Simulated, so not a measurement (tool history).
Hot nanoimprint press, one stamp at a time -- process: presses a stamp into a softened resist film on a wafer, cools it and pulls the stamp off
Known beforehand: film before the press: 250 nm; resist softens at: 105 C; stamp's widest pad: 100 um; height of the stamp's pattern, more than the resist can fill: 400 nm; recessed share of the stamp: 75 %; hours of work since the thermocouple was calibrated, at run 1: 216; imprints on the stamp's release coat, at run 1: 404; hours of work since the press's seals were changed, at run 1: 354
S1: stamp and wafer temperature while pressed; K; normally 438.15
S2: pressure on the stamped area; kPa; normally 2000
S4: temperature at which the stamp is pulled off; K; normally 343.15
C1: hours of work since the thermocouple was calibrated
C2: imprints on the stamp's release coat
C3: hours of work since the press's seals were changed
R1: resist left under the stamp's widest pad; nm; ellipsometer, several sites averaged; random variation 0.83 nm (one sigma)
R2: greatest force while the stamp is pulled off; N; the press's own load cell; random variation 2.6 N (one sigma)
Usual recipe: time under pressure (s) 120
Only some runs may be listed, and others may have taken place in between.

run 1 day=0.000 | S1=438.15 S2=2000 time_under_pressure_(s)=120 S4=343.15 | C1=216 C2=404 C3=354 | R1=118.3 R2=159
run 2 day=0.733 | S1=438.15 S2=2000 time_under_pressure_(s)=120 S4=343.15 | C1=227 C2=437 C3=365 | R1=117.8 R2=161
run 3 day=1.196 | S1=438.15 S2=2000 time_under_pressure_(s)=120 S4=343.15 | C1=233 C2=459 C3=372 | R1=115.5 R2=167
run 4 day=1.942 | S1=438.15 S2=1740 time_under_pressure_(s)=120 S4=343.15 | C1=244 C2=493 C3=383 | R1=125.0 R2=163
run 5 day=2.792 | S1=438.15 S2=1740 time_under_pressure_(s)=120 S4=343.15 | C1=257 C2=532 C3=395 | R1=124.8 R2=163
run 6 day=3.183 | S1=438.15 S2=2000 time_under_pressure_(s)=120 S4=340.15 | C1=263 C2=550 C3=401 | R1=116.4 R2=170
run 7 day=3.850 | S1=438.15 S2=1970 time_under_pressure_(s)=120 S4=343.15 | C1=272 C2=581 C3=411 | R1=117.4 R2=164
run 8 day=4.654 | S1=438.15 S2=2000 time_under_pressure_(s)=120 S4=339.15 | C1=284 C2=618 C3=422 | R1=117.9 R2=168
run 9 day=5.462 | S1=438.15 S2=2000 time_under_pressure_(s)=120 S4=339.15 | C1=296 C2=655 C3=434 | R1=115.4 R2=174
run 10 day=5.888 | S1=438.15 S2=2000 time_under_pressure_(s)=120 S4=343.15 | C1=302 C2=675 C3=440 | R1=116.9 R2=172
run 11 day=6.746 | S1=438.15 S2=2000 time_under_pressure_(s)=120 S4=343.15 | C1=315 C2=714 C3=453 | R1=117.6 R2=158
run 12 day=7.108 | S1=438.15 S2=1710 time_under_pressure_(s)=120 S4=343.15 | C1=320 C2=731 C3=458 | R1=126.3 R2=169
run 13 day=7.833 | S1=438.15 S2=1710 time_under_pressure_(s)=120 S4=343.15 | C1=331 C2=764 C3=469 | R1=128.0 R2=168
run 14 day=8.688 | S1=438.15 S2=2000 time_under_pressure_(s)=120 S4=348.15 | C1=343 C2=803 C3=481 | R1=117.8 R2=156
run 15 day=9.538 | S1=438.15 S2=3070 time_under_pressure_(s)=120 S4=348.15 | C1=355 C2=842 C3=494 | R1=93.7 R2=158
run 16 day=10.179 | S1=431.15 S2=2300 time_under_pressure_(s)=120 S4=343.15 | C1=365 C2=872 C3=503 | R1=138.3 R2=171
run 17 day=10.942 | S1=438.15 S2=2000 time_under_pressure_(s)=119 S4=337.15 | C1=376 C2=907 C3=514 | R1=117.9 R2=178
run 18 day=11.671 | S1=433.15 S2=2100 time_under_pressure_(s)=119 S4=349.15 | C1=387 C2=941 C3=525 | R1=135.7 R2=157
run 19 day=12.358 | S1=433.15 S2=2100 time_under_pressure_(s)=119 S4=349.15 | C1=397 C2=972 C3=535 | R1=138.5 R2=155
run 20 day=13.046 | S1=433.15 S2=2100 time_under_pressure_(s)=119 S4=349.15 | C1=407 C2=1004 C3=545 | R1=136.4 R2=163
run 21 day=13.683 | S1=433.15 S2=2100 time_under_pressure_(s)=119 S4=349.15 | C1=416 C2=1033 C3=554 | R1=135.0 R2=165
-- day=13.975 plate thermocouple calibrated
-- day=14.525 stamp cleaned and given a new release coat
run 22 day=14.821 | S1=433.15 S2=2100 time_under_pressure_(s)=119 S4=349.15 | C1=9 C2=13 C3=565 | R1=132.1 R2=149
run 23 day=15.350 | S1=446.15 S2=2770 time_under_pressure_(s)=119 S4=340.15 | C1=16 C2=38 C3=573 | R1=74.2 R2=165
run 24 day=15.958 | S1=434.15 S2=2000 time_under_pressure_(s)=120 S4=338.15 | C1=25 C2=66 C3=582 | R1=129.9 R2=166
run 25 day=16.721 | S1=434.15 S2=2000 time_under_pressure_(s)=120 S4=338.15 | C1=36 C2=101 C3=593 | R1=130.2 R2=166
run 26 day=17.271 | S1=442.15 S2=2000 time_under_pressure_(s)=180 S4=340.15 | C1=45 C2=126 C3=601 | R1=86.7 R2=164
run 27 day=17.833 | S1=446.15 S2=1330 time_under_pressure_(s)=182 S4=335.15 | C1=53 C2=152 C3=609 | R1=94.2 R2=168
run 28 day=18.258 | S1=433.15 S2=1330 time_under_pressure_(s)=73 S4=332.15 | C1=59 C2=172 C3=616 | R1=183.4 R2=180
run 29 day=18.858 | S1=433.15 S2=2000 time_under_pressure_(s)=120 S4=343.15 | C1=68 C2=199 C3=624 | R1=134.2 R2=157

Pick out some run-to-run changes in R1. Of each, how much would a tool without hidden state show as well, from the settings, what came in and chance, and how much is left for the hidden state and any gauge scatter not in both results compared?
Unlogged tool condition in this case: true temperature over the reading, C; pressure that arrives at the usual setting, %; grip of the stamp's worn release coat, % over a new coat's; drift of the gauge itself on residual_nm, %; drift of the gauge itself on pull_off_n, %.
Run 21 -> 22: plate thermocouple calibrated, stamp cleaned and given a new release coat. R1 -2.9 nm: hidden state -5.2, all else +2.3.
Run 22 -> 23: S1 433.15 -> 446.15, S2 2100 -> 2770, S4 349.15 -> 340.15. R1 -57.9 nm: hidden state -0.1, all else -57.8.
Run 27 -> 28: S1 446.15 -> 433.15, time under pressure (s) 182 -> 73, S4 335.15 -> 332.15. R1 +89.2 nm: hidden state +0.5, all else +88.7.
Run 28 -> 29: S2 1330 -> 2000, time under pressure (s) 73 -> 120, S4 332.15 -> 343.15. R1 -49.2 nm: hidden state +1.3, all else -50.5.
